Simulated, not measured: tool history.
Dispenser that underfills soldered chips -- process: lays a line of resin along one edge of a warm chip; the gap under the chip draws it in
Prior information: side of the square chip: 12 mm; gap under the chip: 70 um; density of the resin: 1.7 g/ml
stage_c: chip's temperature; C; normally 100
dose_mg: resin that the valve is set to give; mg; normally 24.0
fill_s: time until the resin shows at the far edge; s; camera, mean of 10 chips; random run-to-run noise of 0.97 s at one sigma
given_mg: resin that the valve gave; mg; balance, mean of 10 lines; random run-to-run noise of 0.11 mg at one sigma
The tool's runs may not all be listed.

Run 1, hour 0.0: usual settings. Result: fill_s 101.7 s, given_mg 21.38 mg.
At hour 5.3: dispensing valve cleaned and set on the balance.
Run 2, hour 5.3: usual settings. Result: fill_s 125.3 s, given_mg 23.80 mg.
Run 3, hour 9.9: usual settings but stage_c 94 C. Result: fill_s 206.2 s, given_mg 23.80 mg.
Run 4, hour 14.7: usual settings but stage_c 99 C. Result: fill_s 223.5 s, given_mg 23.65 mg.
At hour 16.8: new syringe of resin.
Run 5, hour 18.2: usual settings but stage_c 99 C. Result: fill_s 108.9 s, given_mg 23.72 mg.
Run 6, hour 24.6: usual settings but stage_c 99 C. Result: fill_s 158.5 s, given_mg 23.74 mg.
Run 7, hour 27.3: usual settings. Result: fill_s 177.8 s, given_mg 23.57 mg.
Run 8, hour 32.4: usual settings. Result: fill_s 238.8 s, given_mg 23.56 mg.
At hour 33.8: new syringe of resin.
Run 9, hour 36.3: usual settings but stage_c 92 C, dose_mg 30.8 mg. Result: fill_s 143.0 s, given_mg 30.12 mg.
Run 10, hour 41.8: usual settings but stage_c 92 C, dose_mg 30.8 mg. Result: fill_s 196.7 s, given_mg 29.88 mg.
Run 11, hour 44.8: usual settings but stage_c 108 C, dose_mg 27.0 mg. Result: fill_s 126.9 s, given_mg 26.40 mg.

Estimate the outcome of run 12 from the log above:
Run 12, hour 49.5: usual settings but stage_c 109 C, dose_mg 27.2 mg. Result: fill_s ?, given_mg ?.

Run 12 came out at fill_s 163.2 s, given_mg 26.44 mg.
Minus the tool's unlogged condition, the same run would have read fill_s 64.9 s, given_mg 27.32 mg.

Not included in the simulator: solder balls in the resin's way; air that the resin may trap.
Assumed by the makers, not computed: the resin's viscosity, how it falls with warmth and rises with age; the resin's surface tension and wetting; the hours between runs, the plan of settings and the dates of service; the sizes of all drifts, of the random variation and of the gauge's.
